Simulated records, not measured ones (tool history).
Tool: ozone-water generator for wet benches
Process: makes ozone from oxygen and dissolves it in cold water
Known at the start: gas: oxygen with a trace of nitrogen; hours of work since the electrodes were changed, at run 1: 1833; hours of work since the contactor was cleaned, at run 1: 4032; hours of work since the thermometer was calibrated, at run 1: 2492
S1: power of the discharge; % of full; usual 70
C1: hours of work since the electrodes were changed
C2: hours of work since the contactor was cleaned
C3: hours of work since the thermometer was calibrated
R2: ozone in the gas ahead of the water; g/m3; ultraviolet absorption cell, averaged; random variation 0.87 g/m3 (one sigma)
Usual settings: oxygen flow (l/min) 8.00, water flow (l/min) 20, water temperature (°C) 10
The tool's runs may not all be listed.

run 1 hour=0.0 | S1=70 oxygen_flow_(l/min)=8.00 water_flow_(l/min)=20 water_temperature_(°C)=10 | C1=1833 C2=4032 C3=2492 | dissolved_ozone_(ppm)=14.8 R2=134.2
run 2 hour=63.2 | S1=70 oxygen_flow_(l/min)=8.00 water_flow_(l/min)=20 water_temperature_(°C)=10 | C1=1882 C2=4081 C3=2540 | dissolved_ozone_(ppm)=14.5 R2=135.6
run 3 hour=101.1 | S1=70 oxygen_flow_(l/min)=8.00 water_flow_(l/min)=20 water_temperature_(°C)=10 | C1=1911 C2=4110 C3=2570 | dissolved_ozone_(ppm)=14.4 R2=134.2
run 4 hour=157.6 | S1=70 oxygen_flow_(l/min)=8.00 water_flow_(l/min)=20 water_temperature_(°C)=10 | C1=1954 C2=4153 C3=2613 | dissolved_ozone_(ppm)=14.5 R2=132.9
run 5 hour=209.9 | S1=81 oxygen_flow_(l/min)=8.00 water_flow_(l/min)=20 water_temperature_(°C)=10 | C1=1995 C2=4194 C3=2653 | dissolved_ozone_(ppm)=15.7 R2=147.4
run 6 hour=278.1 | S1=81 oxygen_flow_(l/min)=8.00 water_flow_(l/min)=20 water_temperature_(°C)=10 | C1=2047 C2=4246 C3=2706 | dissolved_ozone_(ppm)=15.9 R2=148.2
run 7 hour=312.8 | S1=81 oxygen_flow_(l/min)=8.00 water_flow_(l/min)=20 water_temperature_(°C)=10 | C1=2074 C2=4273 C3=2732 | dissolved_ozone_(ppm)=16.0 R2=146.5
run 8 hour=384.7 | S1=81 oxygen_flow_(l/min)=8.00 water_flow_(l/min)=20 water_temperature_(°C)=10 | C1=2129 C2=4328 C3=2788 | dissolved_ozone_(ppm)=15.9 R2=146.3
run 9 hour=451.1 | S1=70 oxygen_flow_(l/min)=6.19 water_flow_(l/min)=20 water_temperature_(°C)=10 | C1=2180 C2=4379 C3=2839 | dissolved_ozone_(ppm)=14.8 R2=155.0
run 10 hour=508.8 | S1=70 oxygen_flow_(l/min)=12.91 water_flow_(l/min)=20 water_temperature_(°C)=10 | C1=2225 C2=4424 C3=2883 | dissolved_ozone_(ppm)=13.6 R2=98.8
run 11 hour=557.9 | S1=70 oxygen_flow_(l/min)=8.00 water_flow_(l/min)=20 water_temperature_(°C)=10 | C1=2262 C2=4461 C3=2921 | dissolved_ozone_(ppm)=14.4 R2=131.7
run 12 hour=604.9 | S1=70 oxygen_flow_(l/min)=8.00 water_flow_(l/min)=20 water_temperature_(°C)=10 | C1=2299 C2=4498 C3=2957 | dissolved_ozone_(ppm)=14.3 R2=132.1
run 13 hour=664.6 | S1=70 oxygen_flow_(l/min)=8.00 water_flow_(l/min)=20 water_temperature_(°C)=10 | C1=2345 C2=4544 C3=3003 | dissolved_ozone_(ppm)=14.0 R2=131.7
run 14 hour=724.4 | S1=70 oxygen_flow_(l/min)=8.00 water_flow_(l/min)=20 water_temperature_(°C)=10 | C1=2391 C2=4590 C3=3049 | dissolved_ozone_(ppm)=14.2 R2=132.4
run 15 hour=786.7 | S1=70 oxygen_flow_(l/min)=8.00 water_flow_(l/min)=20 water_temperature_(°C)=10 | C1=2438 C2=4638 C3=3097 | dissolved_ozone_(ppm)=14.1 R2=130.6
run 16 hour=827.9 | S1=70 oxygen_flow_(l/min)=8.00 water_flow_(l/min)=20 water_temperature_(°C)=10 | C1=2470 C2=4669 C3=3129 | dissolved_ozone_(ppm)=14.1 R2=132.1
run 17 hour=877.5 | S1=70 oxygen_flow_(l/min)=8.00 water_flow_(l/min)=20 water_temperature_(°C)=10 | C1=2508 C2=4707 C3=3167 | dissolved_ozone_(ppm)=14.2 R2=130.1
run 18 hour=933.5 | S1=70 oxygen_flow_(l/min)=4.57 water_flow_(l/min)=20 water_temperature_(°C)=10 | C1=2552 C2=4751 C3=3210 | dissolved_ozone_(ppm)=14.1 R2=184.5
run 19 hour=968.9 | S1=57 oxygen_flow_(l/min)=8.76 water_flow_(l/min)=20 water_temperature_(°C)=10 | C1=2579 C2=4778 C3=3237 | dissolved_ozone_(ppm)=12.4 R2=108.6
run 20 hour=1016.2 | S1=70 oxygen_flow_(l/min)=8.00 water_flow_(l/min)=20 water_temperature_(°C)=12 | C1=2615 C2=4814 C3=3274 | dissolved_ozone_(ppm)=13.7 R2=132.7
run 21 hour=1058.3 | S1=92 oxygen_flow_(l/min)=6.12 water_flow_(l/min)=20 water_temperature_(°C)=7 | C1=2648 C2=4847 C3=3306 | dissolved_ozone_(ppm)=17.6 R2=185.2
run 22 hour=1111.6 | S1=92 oxygen_flow_(l/min)=6.12 water_flow_(l/min)=20 water_temperature_(°C)=7 | C1=2689 C2=4888 C3=3347 | dissolved_ozone_(ppm)=17.6 R2=183.2
run 23 hour=1180.0 | S1=47 oxygen_flow_(l/min)=6.12 water_flow_(l/min)=15 water_temperature_(°C)=16 | C1=2741 C2=4940 C3=3400 | dissolved_ozone_(ppm)=12.6 R2=118.4
run 24 hour=1245.3 | S1=47 oxygen_flow_(l/min)=6.12 water_flow_(l/min)=26 water_temperature_(°C)=16 | C1=2791 C2=4991 C3=3450 | dissolved_ozone_(ppm)=8.0 R2=117.3
run 25 hour=1311.6 | S1=47 oxygen_flow_(l/min)=6.12 water_flow_(l/min)=12 water_temperature_(°C)=13 | C1=2843 C2=5042 C3=3501 | dissolved_ozone_(ppm)=15.2 R2=119.5
run 26 hour=1362.2 | S1=59 oxygen_flow_(l/min)=4.59 water_flow_(l/min)=16 water_temperature_(°C)=5 | C1=2881 C2=5081 C3=3540 | dissolved_ozone_(ppm)=16.3 R2=162.5
run 27 hour=1403.3 | S1=89 oxygen_flow_(l/min)=8.00 water_flow_(l/min)=20 water_temperature_(°C)=10 | C1=2913 C2=5112 C3=3572 | dissolved_ozone_(ppm)=16.3 R2=151.8
run 28 hour=1454.6 | S1=70 oxygen_flow_(l/min)=8.00 water_flow_(l/min)=20 water_temperature_(°C)=10 | C1=2953 C2=5152 C3=3611 | dissolved_ozone_(ppm)=14.1 R2=131.3
run 29 hour=1514.9 | S1=70 oxygen_flow_(l/min)=8.89 water_flow_(l/min)=15 water_temperature_(°C)=17 | C1=2999 C2=5198 C3=3658 | dissolved_ozone_(ppm)=14.5 R2=123.3
run 30 hour=1548.0 | S1=70 oxygen_flow_(l/min)=8.00 water_flow_(l/min)=20 water_temperature_(°C)=15 | C1=3024 C2=5223 C3=3683 | dissolved_ozone_(ppm)=12.9 R2=129.6
run 31 hour=1609.5 | S1=70 oxygen_flow_(l/min)=8.00 water_flow_(l/min)=20 water_temperature_(°C)=15 | C1=3072 C2=5271 C3=3730 | dissolved_ozone_(ppm)=12.6 R2=129.3
run 32 hour=1644.1 | S1=70 oxygen_flow_(l/min)=8.00 water_flow_(l/min)=20 water_temperature_(°C)=15 | C1=3098 C2=5297 C3=3757 | dissolved_ozone_(ppm)=12.8 R2=129.1
run 33 hour=1701.5 | S1=70 oxygen_flow_(l/min)=4.08 water_flow_(l/min)=24 water_temperature_(°C)=15 | C1=3143 C2=5342 C3=3801 | dissolved_ozone_(ppm)=11.4 R2=194.2

Measured less the same run without the tool's hidden state. The same run-to-run variation is in both; the gauge's scatter may not be:
The hidden state here: yield of the discharge, % of new electrodes'; contactor's efficiency, % of a clean one's; true water temperature over the reading, C; drift of the gauge itself on ozone_ppm, %; drift of the gauge itself on gas_g_m3, %.
run=1 dissolved_ozone_(ppm)=-1.7 R2=-7.1
run=2 dissolved_ozone_(ppm)=-1.7 R2=-7.4
run=3 dissolved_ozone_(ppm)=-1.7 R2=-7.4
run=4 dissolved_ozone_(ppm)=-1.8 R2=-7.6
run=5 dissolved_ozone_(ppm)=-2.1 R2=-9.4
run=6 dissolved_ozone_(ppm)=-2.1 R2=-9.7
run=7 dissolved_ozone_(ppm)=-2.1 R2=-9.8
run=8 dissolved_ozone_(ppm)=-2.2 R2=-10.0
run=9 dissolved_ozone_(ppm)=-1.9 R2=-9.8
run=10 dissolved_ozone_(ppm)=-1.8 R2=-6.4
run=11 dissolved_ozone_(ppm)=-1.9 R2=-8.7
run=12 dissolved_ozone_(ppm)=-1.9 R2=-8.7
run=13 dissolved_ozone_(ppm)=-2.0 R2=-9.0
run=14 dissolved_ozone_(ppm)=-2.1 R2=-9.2
run=15 dissolved_ozone_(ppm)=-2.0 R2=-9.3
run=16 dissolved_ozone_(ppm)=-2.0 R2=-9.5
run=17 dissolved_ozone_(ppm)=-2.1 R2=-9.5
run=18 dissolved_ozone_(ppm)=-2.1 R2=-13.8
run=19 dissolved_ozone_(ppm)=-1.7 R2=-7.0
run=20 dissolved_ozone_(ppm)=-2.1 R2=-10.2
run=21 dissolved_ozone_(ppm)=-3.0 R2=-17.0
run=22 dissolved_ozone_(ppm)=-3.1 R2=-17.2
run=23 dissolved_ozone_(ppm)=-1.6 R2=-6.9
run=24 dissolved_ozone_(ppm)=-1.2 R2=-6.9
run=25 dissolved_ozone_(ppm)=-2.1 R2=-7.2
run=26 dissolved_ozone_(ppm)=-2.4 R2=-12.1
run=27 dissolved_ozone_(ppm)=-3.0 R2=-15.0
run=28 dissolved_ozone_(ppm)=-2.4 R2=-11.3
run=29 dissolved_ozone_(ppm)=-2.5 R2=-10.8
run=30 dissolved_ozone_(ppm)=-2.2 R2=-11.5
run=31 dissolved_ozone_(ppm)=-2.2 R2=-11.7
run=32 dissolved_ozone_(ppm)=-2.2 R2=-11.7
run=33 dissolved_ozone_(ppm)=-1.9 R2=-18.0
